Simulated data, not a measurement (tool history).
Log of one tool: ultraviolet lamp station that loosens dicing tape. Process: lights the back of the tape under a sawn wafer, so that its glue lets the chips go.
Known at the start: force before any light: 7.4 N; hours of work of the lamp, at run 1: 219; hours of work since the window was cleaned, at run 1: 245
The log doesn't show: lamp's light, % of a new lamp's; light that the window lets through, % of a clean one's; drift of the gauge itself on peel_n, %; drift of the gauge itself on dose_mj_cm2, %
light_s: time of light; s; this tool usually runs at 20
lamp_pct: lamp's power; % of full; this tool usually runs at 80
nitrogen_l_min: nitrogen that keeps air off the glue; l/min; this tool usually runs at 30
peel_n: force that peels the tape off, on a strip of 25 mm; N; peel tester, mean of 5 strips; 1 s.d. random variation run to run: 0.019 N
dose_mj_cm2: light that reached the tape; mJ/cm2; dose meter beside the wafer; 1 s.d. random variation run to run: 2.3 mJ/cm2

| run | hour | light_s | lamp_pct | nitrogen_l_min | hours of work of the lamp | hours of work since the window was cleaned | peel_n | dose_mj_cm2 |
|---|---|---|---|---|---|---|---|---|
| 1 | 0.0 | 20 | 80 | 30 | 219 | 245 | 1.139 | 204 |
| 2 | 27.0 | 20 | 80 | 30 | 234 | 261 | 1.104 | 201 |
| 3 | 58.9 | 20 | 80 | 30 | 252 | 279 | 1.137 | 205 |
| 4 | 73.2 | 20 | 80 | 30 | 260 | 287 | 1.122 | 200 |
| 5 | 95.4 | 20 | 80 | 30 | 273 | 300 | 1.227 | 196 |
| 6 | 112.2 | 20 | 80 | 30 | 283 | 309 | 1.220 | 198 |
| 7 | 143.7 | 20 | 80 | 30 | 300 | 327 | 1.192 | 193 |
| 8 | 170.3 | 20 | 80 | 30 | 316 | 342 | 1.199 | 200 |
| 9 | 191.8 | 20 | 80 | 30 | 328 | 354 | 1.228 | 193 |
| 10 | 224.6 | 29 | 80 | 30 | 346 | 373 | 0.611 | 278 |
| 11 | 240.5 | 20 | 97 | 30 | 356 | 382 | 0.882 | 234 |
| 12 | 263.8 | 26 | 97 | 15 | 369 | 395 | 0.843 | 301 |
| 13 | 283.3 | 26 | 97 | 15 | 380 | 406 | 0.818 | 294 |
| 14 | 317.5 | 26 | 97 | 15 | 399 | 426 | 0.842 | 295 |
| 15 | 333.0 | 26 | 97 | 15 | 408 | 435 | 0.875 | 294 |
| 16 | 364.2 | 26 | 97 | 15 | 426 | 452 | 0.846 | 288 |
| 17 | 378.6 | 13 | 71 | 46 | 434 | 461 | 2.413 | 109 |
| 18 | 398.5 | 15 | 69 | 15 | 445 | 472 | 3.033 | 117 |
| 19 | 420.4 | 15 | 69 | 15 | 458 | 484 | 2.899 | 118 |
| 20 | 441.4 | 11 | 90 | 15 | 470 | 496 | 3.078 | 111 |
| 21 | 473.8 | 23 | 67 | 14 | 488 | 515 | 2.036 | 176 |
| 22 | 497.3 | 31 | 80 | 28 | 502 | 528 | 0.656 | 274 |

Each row is a separate what-if for the run after 22, all from the same tool condition, not one after another. Results?
| A | 525.1 | 28 | 80 | 30 | 518 | 544 | ? | ? |
| B | 525.1 | 28 | 80 | 37 | 518 | 544 | ? | ? |
| C | 525.1 | 15 | 80 | 30 | 518 | 544 | ? | ? |

| run | peel_n | dose_mj_cm2 |
|---|---|---|
| A | 0.766 | 247 |
| B | 0.678 | 248 |
| C | 2.111 | 131 |
What these runs would have given with no unlogged condition in the tool:
| run | peel_n | dose_mj_cm2 |
|---|---|---|
| A | 0.464 | 317 |
| B | 0.409 | 318 |
| C | 1.506 | 168 |
